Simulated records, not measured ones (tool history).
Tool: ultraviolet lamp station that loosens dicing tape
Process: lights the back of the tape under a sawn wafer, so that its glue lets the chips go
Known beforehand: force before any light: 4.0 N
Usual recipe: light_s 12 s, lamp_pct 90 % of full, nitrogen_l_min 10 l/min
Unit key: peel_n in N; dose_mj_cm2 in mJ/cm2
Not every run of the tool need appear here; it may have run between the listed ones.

Run 1, hour 0: usual settings. Result: peel_n 0.468 N, dose_mj_cm2 350 mJ/cm2.
Run 2, hour 13.6: usual settings. Result: peel_n 0.473 N, dose_mj_cm2 345 mJ/cm2.
Run 3, hour 27: usual settings but nitrogen_l_min 5 l/min. Result: peel_n 0.609 N, dose_mj_cm2 345 mJ/cm2.
Run 4, hour 42.9: usual settings but nitrogen_l_min 20 l/min. Result: peel_n 0.407 N, dose_mj_cm2 346 mJ/cm2.
Run 5, hour 55.5: usual settings. Result: peel_n 0.486 N, dose_mj_cm2 340 mJ/cm2.
Run 6, hour 70.5: usual settings but light_s 18 s. Result: peel_n 0.296 N, dose_mj_cm2 511 mJ/cm2.
Run 7, hour 86.9: usual settings but light_s 18 s. Result: peel_n 0.3 N, dose_mj_cm2 501 mJ/cm2.
Run 8, hour 106: usual settings but light_s 18 s. Result: peel_n 0.292 N, dose_mj_cm2 497 mJ/cm2.
Run 9, hour 119.7: usual settings but light_s 18 s. Result: peel_n 0.283 N, dose_mj_cm2 495 mJ/cm2.
Run 10, hour 129.8: usual settings but light_s 18 s. Result: peel_n 0.309 N, dose_mj_cm2 493 mJ/cm2.
Run 11, hour 146.4: usual settings. Result: peel_n 0.513 N, dose_mj_cm2 326 mJ/cm2.
Run 12, hour 157: usual settings. Result: peel_n 0.519 N, dose_mj_cm2 326 mJ/cm2.
Run 13, hour 175.8: usual settings. Result: peel_n 0.52 N, dose_mj_cm2 327 mJ/cm2.
Run 14, hour 187.6: usual settings but lamp_pct 75 % of full. Result: peel_n 0.696 N, dose_mj_cm2 266 mJ/cm2.
Run 15, hour 203.4: usual settings but lamp_pct 75 % of full. Result: peel_n 0.704 N, dose_mj_cm2 264 mJ/cm2.
Run 16, hour 212.8: usual settings but lamp_pct 75 % of full. Result: peel_n 0.681 N, dose_mj_cm2 264 mJ/cm2.
Run 17, hour 232: usual settings. Result: peel_n 0.547 N, dose_mj_cm2 314 mJ/cm2.
Run 18, hour 241.6: usual settings. Result: peel_n 0.539 N, dose_mj_cm2 309 mJ/cm2.
Run 19, hour 258.3: usual settings. Result: peel_n 0.566 N, dose_mj_cm2 309 mJ/cm2.
Run 20, hour 276.3: usual settings. Result: peel_n 0.573 N, dose_mj_cm2 309 mJ/cm2.
Run 21, hour 284.3: usual settings but nitrogen_l_min 16 l/min. Result: peel_n 0.496 N, dose_mj_cm2 307 mJ/cm2.
Run 22, hour 301.7: usual settings but light_s 17 s. Result: peel_n 0.348 N, dose_mj_cm2 429 mJ/cm2.
Run 23, hour 318.2: usual settings but light_s 11 s, lamp_pct 97 % of full, nitrogen_l_min 19 l/min. Result: peel_n 0.488 N, dose_mj_cm2 291 mJ/cm2.
Run 24, hour 329.7: usual settings but lamp_pct 76 % of full, nitrogen_l_min 3 l/min. Result: peel_n 1.136 N, dose_mj_cm2 248 mJ/cm2.
Run 25, hour 348.8: usual settings but light_s 13 s, nitrogen_l_min 7 l/min. Result: peel_n 0.579 N, dose_mj_cm2 314 mJ/cm2.
Run 26, hour 359.6: usual settings but light_s 17 s, lamp_pct 94 % of full, nitrogen_l_min 6 l/min. Result: peel_n 0.399 N, dose_mj_cm2 431 mJ/cm2.
Run 27, hour 378.3: usual settings but light_s 22 s, lamp_pct 87 % of full, nitrogen_l_min 6 l/min. Result: peel_n 0.332 N, dose_mj_cm2 520 mJ/cm2.
Run 28, hour 389.7: usual settings but light_s 22 s, lamp_pct 87 % of full, nitrogen_l_min 6 l/min. Result: peel_n 0.323 N, dose_mj_cm2 509 mJ/cm2.
Run 29, hour 404.6: usual settings but light_s 17 s, lamp_pct 93 % of full, nitrogen_l_min 11 l/min. Result: peel_n 0.341 N, dose_mj_cm2 413 mJ/cm2.
Run 30, hour 413.2: usual settings but light_s 17 s, lamp_pct 93 % of full, nitrogen_l_min 11 l/min. Result: peel_n 0.352 N, dose_mj_cm2 419 mJ/cm2.
Run 31, hour 428.3: usual settings but light_s 19 s, lamp_pct 70 % of full. Result: peel_n 0.451 N, dose_mj_cm2 351 mJ/cm2.
At hour 430: window cleaned of glue's vapour.
Run 32, hour 445.7: usual settings but light_s 19 s, lamp_pct 70 % of full. Result: peel_n 0.48 N, dose_mj_cm2 337 mJ/cm2.
Run 33, hour 456.2: usual settings but light_s 19 s, lamp_pct 70 % of full. Result: peel_n 0.518 N, dose_mj_cm2 336 mJ/cm2.
Run 34, hour 474.8: usual settings but light_s 19 s, lamp_pct 70 % of full. Result: peel_n 0.499 N, dose_mj_cm2 331 mJ/cm2.
At hour 476.8: window cleaned of glue's vapour, once more.
Run 35, hour 484.2: usual settings but light_s 8 s, lamp_pct 74 % of full, nitrogen_l_min 5 l/min. Result: peel_n 1.452 N, dose_mj_cm2 173 mJ/cm2.
Run 36, hour 498.5: usual settings but lamp_pct 91 % of full, nitrogen_l_min 18 l/min. Result: peel_n 0.465 N, dose_mj_cm2 308 mJ/cm2.
Run 37, hour 515.6: usual settings but lamp_pct 60 % of full, nitrogen_l_min 18 l/min. Result: peel_n 0.858 N, dose_mj_cm2 204 mJ/cm2.
Run 38, hour 530.3: usual settings but light_s 7 s, lamp_pct 60 % of full, nitrogen_l_min 17 l/min. Result: peel_n 1.609 N, dose_mj_cm2 117 mJ/cm2.
Run 39, hour 538.9: usual settings but light_s 7 s, lamp_pct 71 % of full, nitrogen_l_min 17 l/min. Result: peel_n 1.322 N, dose_mj_cm2 137 mJ/cm2.
Run 40, hour 551.5: usual settings but light_s 19 s, lamp_pct 72 % of full, nitrogen_l_min 3 l/min. Result: peel_n 0.679 N, dose_mj_cm2 376 mJ/cm2.
Run 41, hour 569.2: usual settings but lamp_pct 100 % of full, nitrogen_l_min 12 l/min. Result: peel_n 0.493 N, dose_mj_cm2 328 mJ/cm2.
Run 42, hour 585.5: usual settings but lamp_pct 100 % of full, nitrogen_l_min 12 l/min. Result: peel_n 0.487 N, dose_mj_cm2 329 mJ/cm2.
Run 43, hour 602.5: usual settings but light_s 16 s, lamp_pct 66 % of full, nitrogen_l_min 5 l/min. Result: peel_n 0.802 N, dose_mj_cm2 288 mJ/cm2.
Run 44, hour 617.7: usual settings but light_s 7 s, lamp_pct 92 % of full, nitrogen_l_min 5 l/min. Result: peel_n 1.449 N, dose_mj_cm2 173 mJ/cm2.

For some of the steps in peel_n from one run to the next: how much would appear even if the tool had no hidden state, given the settings, what came in and random variation, and how much remains for the hidden state plus any gauge scatter that the measured result and the result without hidden state don't share?
The tool's hidden condition here consists of: lamp's light, % of a new lamp's; light that the window lets through, % of a clean one's; drift of the gauge itself on peel_n, %; drift of the gauge itself on dose_mj_cm2, %.
Run 23 -> 24: light_s 11 -> 12, lamp_pct 97 -> 76, nitrogen_l_min 19 -> 3. peel_n +0.648 N: hidden state +0.173, all else +0.475.
Run 24 -> 25: light_s 12 -> 13, lamp_pct 76 -> 90, nitrogen_l_min 3 -> 7. peel_n -0.557 N: hidden state -0.127, all else -0.43.
Run 34 -> 35: light_s 19 -> 8, lamp_pct 70 -> 74, nitrogen_l_min 10 -> 5, window cleaned of glue's vapour, once more. peel_n +0.953 N: hidden state +0.119, all else +0.834.
Run 35 -> 36: light_s 8 -> 12, lamp_pct 74 -> 91, nitrogen_l_min 5 -> 18. peel_n -0.987 N: hidden state -0.179, all else -0.808.
Run 37 -> 38: light_s 12 -> 7, nitrogen_l_min 18 -> 17. peel_n +0.751 N: hidden state +0.103, all else +0.648.

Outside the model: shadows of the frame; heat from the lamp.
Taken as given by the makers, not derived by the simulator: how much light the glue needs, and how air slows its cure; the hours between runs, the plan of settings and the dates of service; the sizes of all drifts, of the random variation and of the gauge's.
